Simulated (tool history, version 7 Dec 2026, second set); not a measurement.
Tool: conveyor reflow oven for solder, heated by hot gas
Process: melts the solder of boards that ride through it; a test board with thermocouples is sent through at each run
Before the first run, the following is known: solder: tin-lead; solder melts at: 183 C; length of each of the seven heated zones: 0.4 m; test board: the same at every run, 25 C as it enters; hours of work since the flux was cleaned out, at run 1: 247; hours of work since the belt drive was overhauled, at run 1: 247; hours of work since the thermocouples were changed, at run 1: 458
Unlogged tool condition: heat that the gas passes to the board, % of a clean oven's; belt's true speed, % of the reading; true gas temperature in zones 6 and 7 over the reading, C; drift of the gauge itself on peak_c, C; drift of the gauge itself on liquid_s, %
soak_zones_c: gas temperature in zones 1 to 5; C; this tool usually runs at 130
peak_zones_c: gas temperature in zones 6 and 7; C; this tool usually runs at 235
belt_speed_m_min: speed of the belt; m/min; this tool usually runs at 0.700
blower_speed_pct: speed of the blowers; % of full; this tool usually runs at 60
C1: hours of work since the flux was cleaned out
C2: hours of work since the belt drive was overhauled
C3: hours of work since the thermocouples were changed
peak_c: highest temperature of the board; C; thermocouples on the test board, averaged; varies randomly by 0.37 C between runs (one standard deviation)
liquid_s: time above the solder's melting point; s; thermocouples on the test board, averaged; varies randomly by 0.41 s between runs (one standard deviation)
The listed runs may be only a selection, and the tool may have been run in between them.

run 1 day=0.000 | soak_zones_c=130 peak_zones_c=235 belt_speed_m_min=0.700 blower_speed_pct=60 | C1=247 C2=247 C3=458 | peak_c=208.5 liquid_s=41.2
run 2 day=3.408 | soak_zones_c=130 peak_zones_c=235 belt_speed_m_min=0.700 blower_speed_pct=60 | C1=307 C2=307 C3=517 | peak_c=208.1 liquid_s=40.2
run 3 day=5.021 | soak_zones_c=130 peak_zones_c=235 belt_speed_m_min=0.700 blower_speed_pct=60 | C1=335 C2=335 C3=545 | peak_c=207.6 liquid_s=40.1
run 4 day=7.808 | soak_zones_c=130 peak_zones_c=235 belt_speed_m_min=0.700 blower_speed_pct=60 | C1=383 C2=383 C3=594 | peak_c=207.2 liquid_s=39.5
run 5 day=11.175 | soak_zones_c=130 peak_zones_c=235 belt_speed_m_min=0.700 blower_speed_pct=77 | C1=442 C2=442 C3=652 | peak_c=209.3 liquid_s=41.6
run 6 day=13.008 | soak_zones_c=130 peak_zones_c=235 belt_speed_m_min=0.700 blower_speed_pct=77 | C1=474 C2=474 C3=684 | peak_c=208.5 liquid_s=41.1
-- day=13.979 flux residue cleaned out of gas plates and filters
run 7 day=15.800 | soak_zones_c=130 peak_zones_c=235 belt_speed_m_min=0.700 blower_speed_pct=77 | C1=32 C2=519 C3=729 | peak_c=214.1 liquid_s=46.6
-- day=16.475 thermocouples of zones 6 and 7 changed
run 8 day=19.817 | soak_zones_c=130 peak_zones_c=235 belt_speed_m_min=0.700 blower_speed_pct=60 | C1=100 C2=587 C3=58 | peak_c=210.8 liquid_s=42.6
run 9 day=21.479 | soak_zones_c=130 peak_zones_c=235 belt_speed_m_min=0.700 blower_speed_pct=60 | C1=129 C2=616 C3=87 | peak_c=209.6 liquid_s=42.3
-- day=21.971 belt drive overhauled, speed set with a stopwatch
run 10 day=24.288 | soak_zones_c=130 peak_zones_c=235 belt_speed_m_min=0.654 blower_speed_pct=60 | C1=175 C2=40 C3=133 | peak_c=212.1 liquid_s=48.7
run 11 day=27.529 | soak_zones_c=130 peak_zones_c=235 belt_speed_m_min=0.654 blower_speed_pct=60 | C1=231 C2=97 C3=189 | peak_c=211.6 liquid_s=47.6
-- day=28.800 belt drive overhauled, speed set with a stopwatch, once more
run 12 day=31.625 | soak_zones_c=130 peak_zones_c=247 belt_speed_m_min=0.820 blower_speed_pct=57 | C1=300 C2=49 C3=258 | peak_c=208.2 liquid_s=33.7
run 13 day=34.204 | soak_zones_c=130 peak_zones_c=247 belt_speed_m_min=0.820 blower_speed_pct=57 | C1=345 C2=94 C3=303 | peak_c=207.7 liquid_s=33.5
run 14 day=37.054 | soak_zones_c=136 peak_zones_c=235 belt_speed_m_min=0.700 blower_speed_pct=60 | C1=394 C2=144 C3=352 | peak_c=207.6 liquid_s=41.5
run 15 day=40.029 | soak_zones_c=116 peak_zones_c=241 belt_speed_m_min=0.768 blower_speed_pct=58 | C1=446 C2=195 C3=404 | peak_c=201.1 liquid_s=26.1
-- day=42.367 flux residue cleaned out of gas plates and filters
run 16 day=43.246 | soak_zones_c=138 peak_zones_c=241 belt_speed_m_min=0.768 blower_speed_pct=67 | C1=15 C2=248 C3=456 | peak_c=216.3 liquid_s=44.5
run 17 day=46.604 | soak_zones_c=136 peak_zones_c=247 belt_speed_m_min=0.768 blower_speed_pct=67 | C1=74 C2=306 C3=515 | peak_c=219.6 liquid_s=47.4
run 18 day=49.458 | soak_zones_c=130 peak_zones_c=235 belt_speed_m_min=0.771 blower_speed_pct=60 | C1=123 C2=356 C3=564 | peak_c=205.3 liquid_s=33.4
run 19 day=52.446 | soak_zones_c=130 peak_zones_c=235 belt_speed_m_min=0.771 blower_speed_pct=60 | C1=175 C2=408 C3=616 | peak_c=205.4 liquid_s=33.1
run 20 day=56.417 | soak_zones_c=130 peak_zones_c=239 belt_speed_m_min=0.780 blower_speed_pct=60 | C1=244 C2=477 C3=685 | peak_c=206.4 liquid_s=33.7

Alternative continuations, all from the tool just after run 20; predict every row:
-- day=59.700 thermocouples of zones 6 and 7 changed
run A day=59.875 | soak_zones_c=125 peak_zones_c=224 belt_speed_m_min=0.632 blower_speed_pct=60 | C1=303 C2=535 C3=3 | peak_c=? liquid_s=?
-- day=59.700 thermocouples of zones 6 and 7 changed
run B day=59.875 | soak_zones_c=130 peak_zones_c=232 belt_speed_m_min=0.780 blower_speed_pct=63 | C1=303 C2=535 C3=3 | peak_c=? liquid_s=?
-- day=59.700 thermocouples of zones 6 and 7 changed
run C day=59.875 | soak_zones_c=118 peak_zones_c=235 belt_speed_m_min=0.662 blower_speed_pct=77 | C1=303 C2=535 C3=3 | peak_c=? liquid_s=?
-- day=59.700 thermocouples of zones 6 and 7 changed
run D day=59.875 | soak_zones_c=130 peak_zones_c=226 belt_speed_m_min=0.780 blower_speed_pct=60 | C1=303 C2=535 C3=3 | peak_c=? liquid_s=?
-- day=59.700 thermocouples of zones 6 and 7 changed
run E day=59.875 | soak_zones_c=127 peak_zones_c=235 belt_speed_m_min=0.700 blower_speed_pct=78 | C1=303 C2=535 C3=3 | peak_c=? liquid_s=?

run=A peak_c=202.5 liquid_s=37.5
run=B peak_c=202.7 liquid_s=29.8
run=C peak_c=211.6 liquid_s=43.7
run=D peak_c=196.6 liquid_s=23.2
run=E peak_c=211.7 liquid_s=42.9
Without the tool's unlogged condition, the same runs would have read:
run=A peak_c=205.8 liquid_s=42.1
run=B peak_c=206.8 liquid_s=34.4
run=C peak_c=215.8 liquid_s=47.7
run=D peak_c=200.6 liquid_s=28.4
run=E peak_c=215.9 liquid_s=46.7
